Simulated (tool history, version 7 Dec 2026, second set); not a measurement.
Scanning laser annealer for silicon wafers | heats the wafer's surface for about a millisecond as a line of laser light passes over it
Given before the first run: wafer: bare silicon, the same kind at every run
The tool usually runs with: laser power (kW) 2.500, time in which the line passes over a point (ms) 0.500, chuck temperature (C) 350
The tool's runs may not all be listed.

run   hour  laser power (kW)  time in which the line passes over a point (ms)  chuck temperature (C)  highest temperature of the surface (C)
  1    0.0             2.500                                            0.500                    350                                    1052
  2   20.3             2.248                                            0.500                    350                                     988
  3   33.8             2.248                                            0.500                    350                                     983
  4   52.2             2.248                                            0.500                    350                                     987
  5   72.8             2.248                                            0.500                    350                                     979
  6   86.5             2.248                                            0.500                    350                                     985
  7  103.9             2.248                                            0.500                    350                                     983
  8  116.1             2.155                                            0.500                    350                                     958
  9  138.1             2.500                                            0.500                    387                                    1090
 10  154.7             2.566                                            0.500                    350                                    1070
 11  173.5             2.566                                            0.500                    350                                    1069
 12  195.0             2.512                                            0.500                    350                                    1055
 13  213.4             2.512                                            0.569                    350                                    1098
 14  225.6             2.512                                            0.569                    350                                    1095
 15  240.5             2.455                                            0.500                    350                                    1040
 16  262.1             2.739                                            0.500                    350                                    1116
 17  274.5             2.500                                            0.358                    350                                     950
 18  286.6             2.500                                            0.358                    350                                     954
 19  300.3             2.500                                            0.358                    350                                     952
 20  316.6             2.500                                            0.358                    350                                     953
 21  327.2             2.500                                            0.500                    350                                    1052
     350.8  -- optics aligned, line set to its width
 22  351.2             2.430                                            0.381                    353                                     956
 23  360.4             2.430                                            0.613                    367                                    1114
 24  376.2             2.430                                            0.613                    367                                    1115
 25  397.6             2.536                                            0.517                    350                                    1073
 26  417.2             2.536                                            0.517                    350                                    1072
 27  434.9             2.555                                            0.414                    385                                    1043
 28  447.7             2.500                                            0.475                    316                                    1000
 29  467.4             2.500                                            0.500                    346                                    1046
 30  476.8             2.500                                            0.500                    346                                    1047
 31  490.7             2.663                                            0.469                    330                                    1061
 32  504.1             2.663                                            0.469                    330                                    1055
 33  518.7             2.292                                            0.469                    320                                     947
 34  530.5             2.645                                            0.393                    379                                    1040
 35  545.4             2.645                                            0.393                    379                                    1043
 36  562.8             2.372                                            0.419                    379                                     996
 37  582.9             2.519                                            0.355                    326                                     935

Expected results for the next run?
 38  592.4             2.656                                            0.355                    387                                       ?

{"run 38": {"highest temperature of the surface (C)": 1022}}
With the hidden condition absent and the run-to-run variation left alone, this run would have shown highest temperature of the surface (C) 1022.
